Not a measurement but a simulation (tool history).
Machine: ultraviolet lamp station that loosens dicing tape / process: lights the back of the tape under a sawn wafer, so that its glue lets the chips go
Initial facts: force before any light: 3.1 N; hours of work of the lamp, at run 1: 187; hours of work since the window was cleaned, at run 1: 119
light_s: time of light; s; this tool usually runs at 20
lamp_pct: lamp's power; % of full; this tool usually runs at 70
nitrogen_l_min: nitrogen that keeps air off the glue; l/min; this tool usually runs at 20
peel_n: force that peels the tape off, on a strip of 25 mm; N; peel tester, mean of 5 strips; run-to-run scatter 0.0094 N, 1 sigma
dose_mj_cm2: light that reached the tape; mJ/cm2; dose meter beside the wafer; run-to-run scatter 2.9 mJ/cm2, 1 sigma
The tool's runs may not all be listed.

run,hour,light_s,lamp_pct,nitrogen_l_min,hours of work of the lamp,hours of work since the window was cleaned,peel_n,dose_mj_cm2
1,0.0,20,70,20,187,119,0.471,388
2,25.2,20,70,20,206,137,0.473,383
3,53.2,20,70,20,226,158,0.500,384
4,80.5,20,70,20,246,178,0.500,372
5,115.0,20,70,20,271,203,0.503,375
6,142.9,20,70,20,291,223,0.517,364
7,169.4,20,70,8,310,242,0.934,363
8,206.5,18,70,20,337,269,0.633,322
9,248.8,18,70,20,368,300,0.665,310
10,280.3,18,70,20,391,323,0.671,309
11,307.4,18,70,20,411,343,0.692,309
12,333.5,18,70,20,430,362,0.697,305
13,382.6,18,70,20,465,397,0.749,293
# hour 409.0: window cleaned of glue's vapour
14,429.3,20,70,20,499,15,0.715,293
15,468.0,20,70,20,527,43,0.751,291
16,489.0,12,70,20,542,58,1.304,170
17,532.8,12,70,20,574,90,1.360,171
18,577.2,20,77,7,606,122,1.194,303
# hour 617.3: window cleaned of glue's vapour, once more
19,617.3,20,73,7,635,0,0.949,362
20,646.3,17,77,13,656,21,0.841,321
21,695.5,35,61,20,692,57,0.276,520
22,725.0,11,83,36,713,78,0.799,216
23,762.7,11,61,36,741,106,1.152,156
24,795.7,14,71,13,765,130,1.187,234
25,844.8,14,71,13,801,165,1.231,228
26,883.6,21,70,7,829,194,1.073,330
27,906.7,37,75,8,845,210,0.419,603
28,935.7,27,91,7,867,231,0.588,533
29,958.1,27,91,7,883,248,0.609,521
30,986.6,39,70,11,904,268,0.385,577
31,1031.4,37,71,20,936,301,0.254,544
32,1058.7,13,70,20,956,321,1.193,182
33,1094.9,32,61,20,982,347,0.475,390

For some of the steps in peel_n from one run to the next: how much would appear even if the tool had no hidden state, given the settings, what came in and random variation, and how much remains for the hidden state plus any gauge scatter that the measured result and the result without hidden state don't share?
Hidden state at play: lamp's light, % of a new lamp's; light that the window lets through, % of a clean one's; drift of the gauge itself on peel_n, %; drift of the gauge itself on dose_mj_cm2, %.
Run 18 -> 19: lamp_pct 77 -> 73, window cleaned of glue's vapour, once more. peel_n -0.245 N: hidden state -0.276, all else +0.031.
Run 26 -> 27: light_s 21 -> 37, lamp_pct 70 -> 75, nitrogen_l_min 7 -> 8. peel_n -0.654 N: hidden state -0.142, all else -0.512.
Run 31 -> 32: light_s 37 -> 13, lamp_pct 71 -> 70. peel_n +0.939 N: hidden state +0.301, all else +0.638.
Run 32 -> 33: light_s 13 -> 32, lamp_pct 70 -> 61. peel_n -0.718 N: hidden state -0.169, all else -0.549.
